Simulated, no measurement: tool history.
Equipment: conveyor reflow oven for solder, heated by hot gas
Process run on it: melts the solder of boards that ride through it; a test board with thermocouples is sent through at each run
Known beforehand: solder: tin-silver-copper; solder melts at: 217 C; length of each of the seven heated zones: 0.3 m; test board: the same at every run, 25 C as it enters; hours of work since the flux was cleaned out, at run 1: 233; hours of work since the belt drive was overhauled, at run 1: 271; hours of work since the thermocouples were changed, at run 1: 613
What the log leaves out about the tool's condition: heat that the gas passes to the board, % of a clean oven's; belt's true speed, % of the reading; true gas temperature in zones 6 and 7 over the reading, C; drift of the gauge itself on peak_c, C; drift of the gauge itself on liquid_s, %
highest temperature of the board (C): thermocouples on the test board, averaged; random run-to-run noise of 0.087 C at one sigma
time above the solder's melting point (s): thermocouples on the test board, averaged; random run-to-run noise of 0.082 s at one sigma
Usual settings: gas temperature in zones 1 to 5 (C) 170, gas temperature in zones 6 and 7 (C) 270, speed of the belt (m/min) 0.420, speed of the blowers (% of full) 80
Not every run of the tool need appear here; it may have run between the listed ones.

| run | hour | gas temperature in zones 1 to 5 (C) | gas temperature in zones 6 and 7 (C) | speed of the belt (m/min) | speed of the blowers (% of full) | hours of work since the flux was cleaned out | hours of work since the belt drive was overhauled | hours of work since the thermocouples were changed | highest temperature of the board (C) | time above the solder's melting point (s) |
|---|---|---|---|---|---|---|---|---|---|---|
| 1 | 0.0 | 170 | 270 | 0.420 | 80 | 233 | 271 | 613 | 251.86 | 61.43 |
| 2 | 12.9 | 170 | 270 | 0.420 | 80 | 239 | 277 | 618 | 251.78 | 61.33 |
| 3 | 21.1 | 170 | 270 | 0.420 | 80 | 243 | 281 | 622 | 251.59 | 61.24 |
| 4 | 28.8 | 170 | 270 | 0.420 | 80 | 246 | 284 | 626 | 251.72 | 61.27 |
|  | 32.8 | thermocouples of zones 6 and 7 changed |
| 5 | 38.4 | 170 | 270 | 0.477 | 80 | 250 | 288 | 3 | 245.34 | 47.51 |
| 6 | 53.5 | 170 | 270 | 0.394 | 80 | 257 | 295 | 9 | 252.35 | 66.77 |
| 7 | 66.2 | 170 | 270 | 0.390 | 80 | 263 | 301 | 15 | 252.85 | 67.75 |
| 8 | 74.9 | 170 | 270 | 0.420 | 80 | 266 | 305 | 19 | 250.17 | 59.94 |
|  | 85.8 | flux residue cleaned out of gas plates and filters |
| 9 | 94.0 | 170 | 270 | 0.420 | 80 | 4 | 311 | 26 | 252.04 | 62.28 |
| 10 | 105.6 | 170 | 270 | 0.420 | 80 | 9 | 316 | 31 | 252.04 | 62.06 |
| 11 | 119.1 | 170 | 270 | 0.420 | 80 | 15 | 322 | 37 | 252.02 | 61.91 |
| 12 | 127.2 | 170 | 270 | 0.420 | 80 | 19 | 326 | 41 | 251.76 | 61.85 |
| 13 | 138.8 | 175 | 267 | 0.476 | 80 | 24 | 331 | 46 | 246.05 | 50.59 |
| 14 | 152.4 | 163 | 270 | 0.420 | 64 | 30 | 338 | 52 | 246.03 | 52.82 |
| 15 | 159.7 | 179 | 268 | 0.494 | 84 | 34 | 341 | 56 | 247.26 | 51.27 |
| 16 | 166.6 | 179 | 268 | 0.494 | 84 | 37 | 344 | 59 | 247.15 | 51.14 |
| 17 | 173.4 | 179 | 268 | 0.494 | 84 | 40 | 347 | 62 | 247.17 | 51.21 |
| 18 | 186.9 | 179 | 268 | 0.494 | 84 | 46 | 353 | 68 | 247.24 | 51.07 |
| 19 | 201.4 | 179 | 268 | 0.494 | 84 | 53 | 360 | 74 | 247.26 | 51.10 |
| 20 | 211.9 | 179 | 268 | 0.494 | 84 | 57 | 365 | 79 | 247.18 | 50.97 |
| 21 | 218.4 | 179 | 268 | 0.494 | 84 | 60 | 368 | 82 | 247.14 | 50.83 |

Pick out some run-to-run changes in highest temperature of the board (C). Of each, how much would a tool without hidden state show as well, from the settings, what came in and chance, and how much is left for the hidden state and any gauge scatter not in both results compared?
Run 4 -> 5: speed of the belt (m/min) 0.420 -> 0.477, thermocouples of zones 6 and 7 changed. highest temperature of the board (C) -6.38: hidden state -1.78, all else -4.60.
Run 5 -> 6: speed of the belt (m/min) 0.477 -> 0.394. highest temperature of the board (C) +7.01: hidden state +0.33, all else +6.68.
Run 8 -> 9: flux residue cleaned out of gas plates and filters. highest temperature of the board (C) +1.87: hidden state +1.81, all else +0.06.
